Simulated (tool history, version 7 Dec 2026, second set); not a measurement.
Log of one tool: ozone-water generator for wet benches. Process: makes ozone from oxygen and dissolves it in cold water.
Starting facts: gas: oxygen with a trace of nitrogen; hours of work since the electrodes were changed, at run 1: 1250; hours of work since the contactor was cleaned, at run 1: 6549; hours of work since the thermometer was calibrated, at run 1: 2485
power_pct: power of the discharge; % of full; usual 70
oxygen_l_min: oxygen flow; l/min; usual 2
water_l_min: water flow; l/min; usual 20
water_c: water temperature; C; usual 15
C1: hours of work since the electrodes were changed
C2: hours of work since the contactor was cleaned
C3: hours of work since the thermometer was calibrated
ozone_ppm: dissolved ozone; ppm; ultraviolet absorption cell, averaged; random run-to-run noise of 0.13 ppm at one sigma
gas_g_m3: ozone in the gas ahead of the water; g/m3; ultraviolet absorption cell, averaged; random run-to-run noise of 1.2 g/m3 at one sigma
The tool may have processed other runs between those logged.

{"run": 1, "hour": 0.0, "power_pct": 70, "oxygen_l_min": 2, "water_l_min": 20, "water_c": 15, "C1": 1250, "C2": 6549, "C3": 2485, "ozone_ppm": 12.2, "gas_g_m3": 220.3}
{"run": 2, "hour": 52.0, "power_pct": 70, "oxygen_l_min": 2, "water_l_min": 14, "water_c": 15, "C1": 1291, "C2": 6589, "C3": 2526, "ozone_ppm": 17.9, "gas_g_m3": 215.8}
{"run": 3, "hour": 84.5, "power_pct": 70, "oxygen_l_min": 2, "water_l_min": 14, "water_c": 15, "C1": 1316, "C2": 6615, "C3": 2551, "ozone_ppm": 17.7, "gas_g_m3": 215.9}
{"run": 4, "hour": 112.0, "power_pct": 70, "oxygen_l_min": 2, "water_l_min": 14, "water_c": 15, "C1": 1338, "C2": 6636, "C3": 2573, "ozone_ppm": 18.1, "gas_g_m3": 218.8}
{"run": 5, "hour": 152.8, "power_pct": 70, "oxygen_l_min": 2, "water_l_min": 14, "water_c": 15, "C1": 1370, "C2": 6668, "C3": 2605, "ozone_ppm": 17.9, "gas_g_m3": 216.9}
{"run": 6, "hour": 198.1, "power_pct": 70, "oxygen_l_min": 2, "water_l_min": 14, "water_c": 15, "C1": 1405, "C2": 6704, "C3": 2640, "ozone_ppm": 17.8, "gas_g_m3": 214.7}
{"run": 7, "hour": 245.9, "power_pct": 70, "oxygen_l_min": 2, "water_l_min": 20, "water_c": 15, "C1": 1443, "C2": 6741, "C3": 2678, "ozone_ppm": 12.3, "gas_g_m3": 215.7}
{"run": 8, "hour": 290.7, "power_pct": 70, "oxygen_l_min": 2, "water_l_min": 20, "water_c": 15, "C1": 1478, "C2": 6777, "C3": 2713, "ozone_ppm": 12.3, "gas_g_m3": 215}
{"run": 9, "hour": 324.9, "power_pct": 70, "oxygen_l_min": 2, "water_l_min": 20, "water_c": 15, "C1": 1505, "C2": 6803, "C3": 2740, "ozone_ppm": 12, "gas_g_m3": 215.1}
{"run": 10, "hour": 353.8, "power_pct": 70, "oxygen_l_min": 2, "water_l_min": 20, "water_c": 15, "C1": 1528, "C2": 6826, "C3": 2762, "ozone_ppm": 12, "gas_g_m3": 216.7}
{"hour": 358.0, "done": "water thermometer calibrated"}
{"run": 11, "hour": 402.5, "power_pct": 70, "oxygen_l_min": 2, "water_l_min": 20, "water_c": 15, "C1": 1565, "C2": 6864, "C3": 35, "ozone_ppm": 12, "gas_g_m3": 216}
{"run": 12, "hour": 424.9, "power_pct": 70, "oxygen_l_min": 2, "water_l_min": 20, "water_c": 15, "C1": 1583, "C2": 6881, "C3": 52, "ozone_ppm": 12.3, "gas_g_m3": 217}
{"run": 13, "hour": 462.6, "power_pct": 41, "oxygen_l_min": 2.97, "water_l_min": 20, "water_c": 15, "C1": 1613, "C2": 6911, "C3": 82, "ozone_ppm": 8, "gas_g_m3": 106.4}
{"run": 14, "hour": 495.5, "power_pct": 44, "oxygen_l_min": 2, "water_l_min": 26, "water_c": 15, "C1": 1638, "C2": 6937, "C3": 108, "ozone_ppm": 6, "gas_g_m3": 147.9}
{"run": 15, "hour": 521.6, "power_pct": 100, "oxygen_l_min": 2, "water_l_min": 26, "water_c": 18, "C1": 1659, "C2": 6957, "C3": 128, "ozone_ppm": 11.8, "gas_g_m3": 288.8}
{"hour": 540.3, "done": "water thermometer calibrated, once more"}
{"run": 16, "hour": 558.8, "power_pct": 100, "oxygen_l_min": 2.52, "water_l_min": 16, "water_c": 18, "C1": 1688, "C2": 6986, "C3": 14, "ozone_ppm": 20.7, "gas_g_m3": 247.7}
{"run": 17, "hour": 588.8, "power_pct": 100, "oxygen_l_min": 2.52, "water_l_min": 16, "water_c": 18, "C1": 1711, "C2": 7010, "C3": 38, "ozone_ppm": 20.8, "gas_g_m3": 247.6}
{"run": 18, "hour": 631.7, "power_pct": 100, "oxygen_l_min": 2.52, "water_l_min": 16, "water_c": 18, "C1": 1745, "C2": 7043, "C3": 72, "ozone_ppm": 20.5, "gas_g_m3": 248.1}
{"run": 19, "hour": 682.4, "power_pct": 100, "oxygen_l_min": 2.52, "water_l_min": 16, "water_c": 18, "C1": 1785, "C2": 7083, "C3": 111, "ozone_ppm": 20.6, "gas_g_m3": 248.4}
{"run": 20, "hour": 706.2, "power_pct": 100, "oxygen_l_min": 2.52, "water_l_min": 16, "water_c": 18, "C1": 1803, "C2": 7102, "C3": 130, "ozone_ppm": 20.6, "gas_g_m3": 249.3}
{"run": 21, "hour": 742.0, "power_pct": 73, "oxygen_l_min": 1.19, "water_l_min": 29, "water_c": 10, "C1": 1831, "C2": 7130, "C3": 158, "ozone_ppm": 7.1, "gas_g_m3": 308.2}
{"run": 22, "hour": 778.3, "power_pct": 73, "oxygen_l_min": 1.19, "water_l_min": 20, "water_c": 11, "C1": 1860, "C2": 7158, "C3": 187, "ozone_ppm": 11.4, "gas_g_m3": 310.2}
{"run": 23, "hour": 800.5, "power_pct": 73, "oxygen_l_min": 1.84, "water_l_min": 17, "water_c": 8, "C1": 1877, "C2": 7176, "C3": 204, "ozone_ppm": 15.4, "gas_g_m3": 231.5}
{"run": 24, "hour": 830.6, "power_pct": 73, "oxygen_l_min": 1.77, "water_l_min": 17, "water_c": 7, "C1": 1901, "C2": 7199, "C3": 228, "ozone_ppm": 15.5, "gas_g_m3": 240}

What if the next run were any one of these 4? Each begins from the tool's condition after run 24:
{"run": "A", "hour": 871.2, "power_pct": 47, "oxygen_l_min": 2, "water_l_min": 20, "water_c": 15, "C1": 1933, "C2": 7231, "C3": 259, "ozone_ppm": "?", "gas_g_m3": "?"}
{"run": "B", "hour": 871.2, "power_pct": 70, "oxygen_l_min": 1.77, "water_l_min": 20, "water_c": 13, "C1": 1933, "C2": 7231, "C3": 259, "ozone_ppm": "?", "gas_g_m3": "?"}
{"run": "C", "hour": 871.2, "power_pct": 63, "oxygen_l_min": 1.77, "water_l_min": 17, "water_c": 16, "C1": 1933, "C2": 7231, "C3": 259, "ozone_ppm": "?", "gas_g_m3": "?"}
{"run": "D", "hour": 871.2, "power_pct": 70, "oxygen_l_min": 2, "water_l_min": 20, "water_c": 12, "C1": 1933, "C2": 7231, "C3": 259, "ozone_ppm": "?", "gas_g_m3": "?"}

run=A ozone_ppm=8.6 gas_g_m3=152.2
run=B ozone_ppm=11.9 gas_g_m3=231.8
run=C ozone_ppm=12.9 gas_g_m3=210.8
run=D ozone_ppm=12.3 gas_g_m3=213.6
Take away the tool's hidden state, keep each run's random variation, and the runs would have read:
run=A ozone_ppm=9.2 gas_g_m3=157.9
run=B ozone_ppm=13.1 gas_g_m3=245.3
run=C ozone_ppm=14 gas_g_m3=221.8
run=D ozone_ppm=13.4 gas_g_m3=226
